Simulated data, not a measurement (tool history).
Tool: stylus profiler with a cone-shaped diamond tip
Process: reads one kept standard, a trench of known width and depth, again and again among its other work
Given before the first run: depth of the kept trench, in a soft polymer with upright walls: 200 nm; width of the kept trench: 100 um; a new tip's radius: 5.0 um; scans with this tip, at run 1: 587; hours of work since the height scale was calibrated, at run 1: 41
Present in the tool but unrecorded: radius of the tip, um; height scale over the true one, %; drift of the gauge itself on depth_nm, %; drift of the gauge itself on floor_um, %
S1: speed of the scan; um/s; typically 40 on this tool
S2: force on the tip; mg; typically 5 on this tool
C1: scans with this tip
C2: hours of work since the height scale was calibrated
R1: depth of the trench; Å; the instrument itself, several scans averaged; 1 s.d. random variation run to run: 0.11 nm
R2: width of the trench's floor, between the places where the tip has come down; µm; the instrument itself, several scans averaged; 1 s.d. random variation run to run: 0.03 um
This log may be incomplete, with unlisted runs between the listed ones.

run 1 day=0 | S1=40 S2=5 | C1=587 C2=41 | R1=2036.3 R2=97.02
run 2 day=0.421 | S1=40 S2=5 | C1=698 C2=49 | R1=2036 R2=96.96
run 3 day=1.025 | S1=40 S2=5 | C1=858 C2=60 | R1=2035 R2=97.02
run 4 day=1.892 | S1=155 S2=5 | C1=1086 C2=76 | R1=2036.9 R2=96.7
run 5 day=2.733 | S1=155 S2=5 | C1=1307 C2=91 | R1=2036.9 R2=96.66
run 6 day=3.188 | S1=15 S2=14.18 | C1=1427 C2=100 | R1=2075.4 R2=96.99
run 7 day=3.696 | S1=10 S2=4.36 | C1=1562 C2=109 | R1=2034 R2=96.97
run 8 day=4.154 | S1=91 S2=5 | C1=1682 C2=118 | R1=2037.5 R2=96.8
run 9 day=4.875 | S1=91 S2=5 | C1=1871 C2=131 | R1=2038.9 R2=96.75

What will run 10 give?
run 10 day=5.417 | S1=37 S2=4.1 | C1=2015 C2=141 | R1=? R2=?

{"run 10": {"R1": 2034.7, "R2": 96.87}}
On a tool with no hidden condition, and with the same random variation, this run would have come out at R1 2034.3 Å, R2 97.13 µm.
